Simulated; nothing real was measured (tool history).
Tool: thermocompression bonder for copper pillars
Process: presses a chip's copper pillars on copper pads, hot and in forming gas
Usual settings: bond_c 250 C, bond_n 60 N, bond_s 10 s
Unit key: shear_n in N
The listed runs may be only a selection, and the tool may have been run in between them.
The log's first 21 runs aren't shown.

run 22 hour=1332.4 | bond_c=250 bond_n=53 bond_s=19 | shear_n=96.4
-- hour=1353.9 heater calibrated with a thermocouple chip
-- hour=1399.0 forming gas filter changed
run 23 hour=1416.1 | bond_c=241 bond_n=60 bond_s=26 | shear_n=119.7
run 24 hour=1457.7 | bond_c=230 bond_n=40 bond_s=10 | shear_n=64.5
run 25 hour=1496.1 | bond_c=230 bond_n=40 bond_s=10 | shear_n=65.8
run 26 hour=1551.8 | bond_c=230 bond_n=54 bond_s=15 | shear_n=85.5
run 27 hour=1612.5 | bond_c=250 bond_n=54 bond_s=7 | shear_n=89.9
run 28 hour=1669.8 | bond_c=250 bond_n=54 bond_s=7 | shear_n=88.2
run 29 hour=1751.0 | bond_c=249 bond_n=54 bond_s=30 | shear_n=122.6
run 30 hour=1814.9 | bond_c=223 bond_n=54 bond_s=9 | shear_n=59.9
run 31 hour=1901.4 | bond_c=226 bond_n=54 bond_s=18 | shear_n=78.9
run 32 hour=1982.3 | bond_c=226 bond_n=54 bond_s=18 | shear_n=79.2
run 33 hour=2020.6 | bond_c=250 bond_n=38 bond_s=10 | shear_n=77.1
run 34 hour=2093.3 | bond_c=259 bond_n=41 bond_s=17 | shear_n=101.8
run 35 hour=2158.8 | bond_c=261 bond_n=49 bond_s=19 | shear_n=111.1
-- hour=2187.4 forming gas filter changed
run 36 hour=2197.2 | bond_c=261 bond_n=49 bond_s=19 | shear_n=123.2
run 37 hour=2266.0 | bond_c=261 bond_n=49 bond_s=19 | shear_n=125.2
run 38 hour=2338.2 | bond_c=248 bond_n=64 bond_s=19 | shear_n=120.6

Below are 5 alternative next runs, each starting from the tool's condition after run 38. Predict each:
run A hour=2420.4 | bond_c=228 bond_n=53 bond_s=9 | shear_n=?
run B hour=2420.4 | bond_c=251 bond_n=84 bond_s=6 | shear_n=?
run C hour=2420.4 | bond_c=252 bond_n=49 bond_s=5 | shear_n=?
run D hour=2420.4 | bond_c=232 bond_n=74 bond_s=19 | shear_n=?
run E hour=2420.4 | bond_c=258 bond_n=38 bond_s=19 | shear_n=?

run=A shear_n=66.0
run=B shear_n=102.1
run=C shear_n=77.0
run=D shear_n=104.8
run=E shear_n=109.6
Stripped of hidden state, with their random variation kept, the same runs would have yielded:
run=A shear_n=69.7
run=B shear_n=106.8
run=C shear_n=80.9
run=D shear_n=109.8
run=E shear_n=114.5
